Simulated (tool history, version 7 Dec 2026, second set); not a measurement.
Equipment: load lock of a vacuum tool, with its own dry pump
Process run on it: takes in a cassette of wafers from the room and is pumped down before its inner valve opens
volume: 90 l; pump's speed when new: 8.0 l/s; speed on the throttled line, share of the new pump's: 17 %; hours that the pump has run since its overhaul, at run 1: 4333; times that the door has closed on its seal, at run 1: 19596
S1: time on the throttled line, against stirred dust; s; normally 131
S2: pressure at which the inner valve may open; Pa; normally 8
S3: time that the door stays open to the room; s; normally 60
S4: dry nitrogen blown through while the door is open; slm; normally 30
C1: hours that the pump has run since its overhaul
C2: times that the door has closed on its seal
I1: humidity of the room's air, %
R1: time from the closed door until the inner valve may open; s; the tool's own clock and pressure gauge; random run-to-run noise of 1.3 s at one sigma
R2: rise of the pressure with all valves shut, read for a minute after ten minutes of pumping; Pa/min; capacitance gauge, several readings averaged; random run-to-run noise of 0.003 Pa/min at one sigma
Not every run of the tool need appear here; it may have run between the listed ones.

Run 1, hour 0.0: usual settings; C1 4333; C2 19596; I1 42.0. Result: R1 228.3 s, R2 0.141 Pa/min.
Run 2, hour 161.7: usual settings but S4 24 slm; C1 4495; C2 20038; I1 46.4. Result: R1 227.5 s, R2 0.150 Pa/min.
Run 3, hour 410.0: usual settings but S4 24 slm; C1 4743; C2 20716; I1 45.2. Result: R1 232.8 s, R2 0.160 Pa/min.
Run 4, hour 687.3: usual settings but S4 24 slm; C1 5020; C2 21473; I1 43.3. Result: R1 230.2 s, R2 0.161 Pa/min.
Run 5, hour 1018.5: usual settings but S4 24 slm; C1 5352; C2 22377; I1 47.9. Result: R1 231.5 s, R2 0.174 Pa/min.
Run 6, hour 1190.5: usual settings but S4 24 slm; C1 5524; C2 22847; I1 47.1. Result: R1 233.0 s, R2 0.173 Pa/min.
Run 7, hour 1420.6: usual settings but S4 24 slm; C1 5754; C2 23475; I1 46.3. Result: R1 234.4 s, R2 0.190 Pa/min.
Run 8, hour 1687.7: usual settings; C1 6021; C2 24204; I1 44.6. Result: R1 231.8 s, R2 0.187 Pa/min.
Run 9, hour 1951.3: usual settings; C1 6284; C2 24924; I1 45.1. Result: R1 240.7 s, R2 0.200 Pa/min.
Run 10, hour 2261.7: usual settings; C1 6595; C2 25772; I1 43.4. Result: R1 236.9 s, R2 0.211 Pa/min.
Run 11, hour 2513.5: usual settings; C1 6847; C2 26459; I1 43.6. Result: R1 240.2 s, R2 0.224 Pa/min.
Run 12, hour 2677.1: usual settings; C1 7010; C2 26906; I1 44.4. Result: R1 238.1 s, R2 0.226 Pa/min.
Run 13, hour 3025.7: usual settings; C1 7359; C2 27858; I1 43.9. Result: R1 243.0 s, R2 0.240 Pa/min.
Run 14, hour 3388.1: usual settings; C1 7721; C2 28847; I1 44.9. Result: R1 241.7 s, R2 0.254 Pa/min.
Run 15, hour 3664.9: usual settings; C1 7998; C2 29603; I1 46.9. Result: R1 240.9 s, R2 0.254 Pa/min.
Run 16, hour 3993.3: usual settings but S3 53 s; C1 8326; C2 30500; I1 43.4. Result: R1 243.0 s, R2 0.267 Pa/min.
Run 17, hour 4252.2: usual settings but S2 6 Pa; C1 8585; C2 31207; I1 43.0. Result: R1 254.3 s, R2 0.278 Pa/min.
Run 18, hour 4539.6: usual settings but S2 11 Pa, S3 67 s; C1 8873; C2 31992; I1 43.2. Result: R1 242.2 s, R2 0.298 Pa/min.
Run 19, hour 4724.5: usual settings but S2 7 Pa, S3 54 s, S4 14 slm; C1 9058; C2 32496; I1 43.0. Result: R1 250.3 s, R2 0.307 Pa/min.
Run 20, hour 4918.7: usual settings but S2 7 Pa, S3 54 s, S4 14 slm; C1 9252; C2 33027; I1 43.9. Result: R1 254.4 s, R2 0.328 Pa/min.
At hour 5120.8: dry pump taken out, an overhauled one fitted.
Run 21, hour 5240.7: usual settings but S1 73 s, S4 29 slm; C1 120; C2 33889; I1 42.5. Result: R1 170.9 s, R2 0.319 Pa/min.
At hour 5409.2: door's seal changed, seat wiped.
Run 22, hour 5431.6: usual settings but S1 73 s, S4 29 slm; C1 309; C2 61; I1 46.4. Result: R1 169.0 s, R2 0.020 Pa/min.
Run 23, hour 5697.2: usual settings but S1 73 s, S4 29 slm; C1 575; C2 786; I1 42.8. Result: R1 171.7 s, R2 0.020 Pa/min.
Run 24, hour 6001.6: usual settings but S1 149 s, S2 12 Pa, S3 46 s, S4 4 slm; C1 879; C2 1617; I1 45.2. Result: R1 231.3 s, R2 0.028 Pa/min.
Run 25, hour 6316.4: usual settings but S1 149 s, S2 12 Pa, S3 46 s, S4 4 slm; C1 1194; C2 2477; I1 45.9. Result: R1 230.9 s, R2 0.037 Pa/min.
Run 26, hour 6611.5: usual settings but S1 201 s, S2 12 Pa, S3 53 s, S4 4 slm; C1 1489; C2 3282; I1 43.5. Result: R1 273.3 s, R2 0.040 Pa/min.
Run 27, hour 6834.7: usual settings but S1 145 s, S2 9 Pa, S3 115 s, S4 4 slm; C1 1712; C2 3892; I1 44.9. Result: R1 233.5 s, R2 0.055 Pa/min.
Run 28, hour 7173.5: usual settings but S1 72 s, S3 72 s; C1 2051; C2 4817; I1 44.7. Result: R1 175.7 s, R2 0.031 Pa/min.
Run 29, hour 7435.5: usual settings but S1 68 s, S2 15 Pa, S3 38 s, S4 5 slm; C1 2313; C2 5532; I1 44.0. Result: R1 164.6 s, R2 0.044 Pa/min.
Run 30, hour 7603.4: usual settings but S1 80 s, S2 7 Pa, S3 49 s, S4 36 slm; C1 2481; C2 5991; I1 45.6. Result: R1 185.2 s, R2 0.039 Pa/min.
Run 31, hour 7904.4: usual settings but S1 80 s, S2 7 Pa, S3 52 s, S4 25 slm; C1 2782; C2 6813; I1 44.3. Result: R1 186.7 s, R2 0.045 Pa/min.
Run 32, hour 8079.7: usual settings but S1 80 s, S2 7 Pa, S3 52 s, S4 25 slm; C1 2957; C2 7291; I1 46.4. Result: R1 185.5 s, R2 0.039 Pa/min.

For some of the steps in R1 from one run to the next: how much would appear even if the tool had no hidden state, given the settings, what came in and random variation, and how much remains for the hidden state plus any gauge scatter that the measured result and the result without hidden state don't share?
What the log doesn't record here: pump's speed, % of a new pump's; leak at the door's seal, Pa l/s; drift of the gauge itself on ready_s, %; drift of the gauge itself on rise_pa_min, %.
Run 16 -> 17: S2 8 -> 6, S3 53 -> 60. R1 +11.3 s: hidden state +3.2, all else +8.1.
Run 18 -> 19: S2 11 -> 7, S3 67 -> 54, S4 30 -> 14. R1 +8.1 s: hidden state +2.9, all else +5.2.
Run 20 -> 21: S1 131 -> 73, S2 7 -> 8, S3 54 -> 60, S4 14 -> 29, dry pump taken out, an overhauled one fitted. R1 -83.5 s: hidden state -31.1, all else -52.4.
Run 23 -> 24: S1 73 -> 149, S2 8 -> 12, S3 60 -> 46, S4 29 -> 4. R1 +59.6 s: hidden state +0.4, all else +59.2.
Run 27 -> 28: S1 145 -> 72, S2 9 -> 8, S3 115 -> 72, S4 4 -> 30. R1 -57.8 s: hidden state +2.0, all else -59.8.

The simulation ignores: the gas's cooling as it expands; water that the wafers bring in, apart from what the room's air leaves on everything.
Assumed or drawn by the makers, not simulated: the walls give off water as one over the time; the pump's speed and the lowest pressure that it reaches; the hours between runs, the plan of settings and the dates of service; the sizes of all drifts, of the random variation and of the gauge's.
